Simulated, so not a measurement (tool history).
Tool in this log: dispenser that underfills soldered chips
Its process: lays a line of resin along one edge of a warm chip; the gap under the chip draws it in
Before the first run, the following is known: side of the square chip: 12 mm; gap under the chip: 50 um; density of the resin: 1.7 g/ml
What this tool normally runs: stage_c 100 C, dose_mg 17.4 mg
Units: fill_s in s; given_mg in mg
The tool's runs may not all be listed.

Run 1, hour 0.0: usual settings. Result: fill_s 106.1 s, given_mg 17.11 mg.
At hour 5.8: new syringe of resin.
At hour 6.8: dispensing valve cleaned and set on the balance.
Run 2, hour 7.0: usual settings but dose_mg 20.5 mg. Result: fill_s 92.1 s, given_mg 20.56 mg.
At hour 14.5: new syringe of resin.
Run 3, hour 14.5: usual settings but dose_mg 20.5 mg. Result: fill_s 92.5 s, given_mg 20.49 mg.
At hour 22.9: new syringe of resin.
Run 4, hour 25.0: usual settings but stage_c 112 C, dose_mg 20.5 mg. Result: fill_s 67.0 s, given_mg 20.38 mg.
At hour 30.6: new syringe of resin.
Run 5, hour 33.4: usual settings but stage_c 112 C, dose_mg 20.5 mg. Result: fill_s 70.6 s, given_mg 20.40 mg.
At hour 38.9: new syringe of resin.
Run 6, hour 44.9: usual settings but stage_c 112 C, dose_mg 20.5 mg. Result: fill_s 82.4 s, given_mg 20.33 mg.
At hour 47.3: new syringe of resin.
At hour 55.0: new syringe of resin.
Run 7, hour 57.5: usual settings but stage_c 102 C. Result: fill_s 99.1 s, given_mg 17.16 mg.
At hour 62.8: new syringe of resin.
Run 8, hour 64.3: usual settings but dose_mg 20.0 mg. Result: fill_s 100.9 s, given_mg 19.65 mg.
At hour 70.3: dispensing valve cleaned and set on the balance.
At hour 71.4: new syringe of resin.
Run 9, hour 78.3: usual settings but stage_c 98 C. Result: fill_s 156.4 s, given_mg 17.40 mg.
At hour 79.7: new syringe of resin.
Run 10, hour 84.6: usual settings but stage_c 98 C. Result: fill_s 137.7 s, given_mg 17.38 mg.
At hour 87.9: new syringe of resin.
At hour 96.1: new syringe of resin.
Run 11, hour 98.1: usual settings but stage_c 98 C. Result: fill_s 110.1 s, given_mg 17.31 mg.
At hour 104.3: new syringe of resin.
Run 12, hour 106.0: usual settings but stage_c 108 C. Result: fill_s 78.1 s, given_mg 17.31 mg.
At hour 112.3: new syringe of resin.
Run 13, hour 115.1: usual settings but stage_c 108 C. Result: fill_s 84.8 s, given_mg 17.25 mg.
At hour 120.0: new syringe of resin.
Run 14, hour 121.7: usual settings but stage_c 93 C. Result: fill_s 136.6 s, given_mg 17.20 mg.
At hour 128.3: new syringe of resin.
Run 15, hour 130.5: usual settings but dose_mg 14.8 mg. Result: fill_s 114.2 s, given_mg 14.59 mg.
At hour 134.7: dispensing valve cleaned and set on the balance.
At hour 136.9: new syringe of resin.
Run 16, hour 141.5: usual settings but dose_mg 14.8 mg. Result: fill_s 130.1 s, given_mg 14.77 mg.
At hour 145.2: new syringe of resin.
Run 17, hour 148.0: usual settings but dose_mg 14.8 mg. Result: fill_s 121.2 s, given_mg 14.70 mg.
At hour 153.4: new syringe of resin.
Run 18, hour 157.7: usual settings but stage_c 86 C, dose_mg 16.9 mg. Result: fill_s 214.6 s, given_mg 16.70 mg.
At hour 162.0: new syringe of resin.
Run 19, hour 166.3: usual settings but stage_c 86 C, dose_mg 16.9 mg. Result: fill_s 212.5 s, given_mg 16.72 mg.
At hour 169.8: new syringe of resin.
Run 20, hour 176.0: usual settings but stage_c 86 C, dose_mg 16.9 mg. Result: fill_s 243.6 s, given_mg 16.67 mg.

Predict the results of run 21:
At hour 178.5: new syringe of resin.
Run 21, hour 184.5: usual settings but stage_c 86 C, dose_mg 16.9 mg. Result: fill_s ?, given_mg ?.

fill_s: 248.5 s
given_mg: 16.64 mg
Without the tool's hidden state the same run would have given fill_s 164.6 s, given_mg 16.91 mg.
